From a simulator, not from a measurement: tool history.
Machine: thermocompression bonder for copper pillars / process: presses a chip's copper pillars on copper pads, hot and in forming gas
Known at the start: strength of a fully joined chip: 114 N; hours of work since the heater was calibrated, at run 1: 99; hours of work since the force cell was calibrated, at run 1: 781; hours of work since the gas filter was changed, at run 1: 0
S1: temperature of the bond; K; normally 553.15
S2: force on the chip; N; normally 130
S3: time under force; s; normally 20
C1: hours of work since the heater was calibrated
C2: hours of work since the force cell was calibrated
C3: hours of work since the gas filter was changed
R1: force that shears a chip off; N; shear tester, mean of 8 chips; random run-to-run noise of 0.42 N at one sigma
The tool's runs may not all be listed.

{"run": 1, "hour": 0.0, "S1": 553.15, "S2": 130, "S3": 20, "C1": 99, "C2": 781, "C3": 0, "R1": 78.5}
{"run": 2, "hour": 29.7, "S1": 553.15, "S2": 130, "S3": 20, "C1": 113, "C2": 795, "C3": 15, "R1": 78.4}
{"run": 3, "hour": 58.9, "S1": 553.15, "S2": 130, "S3": 20, "C1": 127, "C2": 810, "C3": 29, "R1": 78.5}
{"run": 4, "hour": 78.3, "S1": 553.15, "S2": 130, "S3": 20, "C1": 137, "C2": 819, "C3": 38, "R1": 78.2}
{"run": 5, "hour": 111.4, "S1": 553.15, "S2": 156, "S3": 20, "C1": 152, "C2": 835, "C3": 54, "R1": 85.4}
{"run": 6, "hour": 136.3, "S1": 553.15, "S2": 117, "S3": 20, "C1": 164, "C2": 847, "C3": 66, "R1": 73.1}
{"run": 7, "hour": 168.4, "S1": 553.15, "S2": 130, "S3": 20, "C1": 180, "C2": 862, "C3": 81, "R1": 78}
{"run": 8, "hour": 197.2, "S1": 553.15, "S2": 130, "S3": 29, "C1": 194, "C2": 876, "C3": 95, "R1": 85.9}
{"run": 9, "hour": 229.9, "S1": 553.15, "S2": 130, "S3": 29, "C1": 210, "C2": 892, "C3": 111, "R1": 85.6}
{"run": 10, "hour": 255.1, "S1": 553.15, "S2": 130, "S3": 29, "C1": 222, "C2": 904, "C3": 123, "R1": 86.1}
{"run": 11, "hour": 273.7, "S1": 553.15, "S2": 130, "S3": 29, "C1": 231, "C2": 913, "C3": 132, "R1": 85.1}
{"run": 12, "hour": 302.9, "S1": 553.15, "S2": 130, "S3": 29, "C1": 245, "C2": 927, "C3": 146, "R1": 85.6}
{"run": 13, "hour": 332.1, "S1": 553.15, "S2": 130, "S3": 29, "C1": 259, "C2": 941, "C3": 160, "R1": 87.3}
{"hour": 338.8, "done": "force cell calibrated"}
{"run": 14, "hour": 357.8, "S1": 553.15, "S2": 130, "S3": 29, "C1": 271, "C2": 9, "C3": 172, "R1": 86.6}
{"run": 15, "hour": 385.5, "S1": 553.15, "S2": 130, "S3": 29, "C1": 284, "C2": 23, "C3": 185, "R1": 86.3}
{"run": 16, "hour": 422.2, "S1": 553.15, "S2": 130, "S3": 29, "C1": 302, "C2": 40, "C3": 203, "R1": 86.6}
{"run": 17, "hour": 450.5, "S1": 553.15, "S2": 100, "S3": 18, "C1": 315, "C2": 54, "C3": 217, "R1": 64.9}
{"run": 18, "hour": 478.3, "S1": 553.15, "S2": 95, "S3": 24, "C1": 329, "C2": 67, "C3": 230, "R1": 68.6}
{"run": 19, "hour": 500.2, "S1": 535.15, "S2": 121, "S3": 15, "C1": 339, "C2": 78, "C3": 241, "R1": 60}
{"run": 20, "hour": 518.5, "S1": 575.15, "S2": 95, "S3": 20, "C1": 348, "C2": 87, "C3": 249, "R1": 77.1}
{"run": 21, "hour": 543.5, "S1": 575.15, "S2": 95, "S3": 20, "C1": 360, "C2": 99, "C3": 262, "R1": 76.9}
{"run": 22, "hour": 564.0, "S1": 566.15, "S2": 132, "S3": 42, "C1": 370, "C2": 109, "C3": 271, "R1": 99.7}
{"hour": 572.6, "done": "forming gas filter changed"}
{"run": 23, "hour": 590.8, "S1": 561.15, "S2": 172, "S3": 24, "C1": 383, "C2": 121, "C3": 9, "R1": 98}
{"run": 24, "hour": 616.6, "S1": 561.15, "S2": 172, "S3": 24, "C1": 395, "C2": 134, "C3": 21, "R1": 97.7}
{"run": 25, "hour": 644.6, "S1": 561.15, "S2": 172, "S3": 24, "C1": 409, "C2": 147, "C3": 35, "R1": 98.1}
{"run": 26, "hour": 677.9, "S1": 553.15, "S2": 111, "S3": 18, "C1": 425, "C2": 163, "C3": 51, "R1": 70.6}
{"run": 27, "hour": 709.7, "S1": 553.15, "S2": 111, "S3": 18, "C1": 440, "C2": 179, "C3": 66, "R1": 70.5}
{"run": 28, "hour": 739.8, "S1": 555.15, "S2": 103, "S3": 11, "C1": 455, "C2": 193, "C3": 81, "R1": 58.6}
{"run": 29, "hour": 770.5, "S1": 580.15, "S2": 87, "S3": 12, "C1": 469, "C2": 208, "C3": 95, "R1": 65.1}
{"run": 30, "hour": 808.4, "S1": 526.15, "S2": 118, "S3": 14, "C1": 488, "C2": 226, "C3": 114, "R1": 53.4}

Below are 4 alternative next runs, each starting from the tool's condition after run 30. Predict each:
{"run": "A", "hour": 833.5, "S1": 524.15, "S2": 189, "S3": 24, "C1": 500, "C2": 238, "C3": 126, "R1": "?"}
{"run": "B", "hour": 833.5, "S1": 523.15, "S2": 79, "S3": 13, "C1": 500, "C2": 238, "C3": 126, "R1": "?"}
{"run": "C", "hour": 833.5, "S1": 554.15, "S2": 180, "S3": 14, "C1": 500, "C2": 238, "C3": 126, "R1": "?"}
{"run": "D", "hour": 833.5, "S1": 569.15, "S2": 181, "S3": 31, "C1": 500, "C2": 238, "C3": 126, "R1": "?"}

run=A R1=83.4
run=B R1=36.3
run=C R1=86.8
run=D R1=107.2
Take away the tool's hidden state, keep each run's random variation, and the runs would have read:
run=A R1=81.4
run=B R1=35.4
run=C R1=84.7
run=D R1=104.7
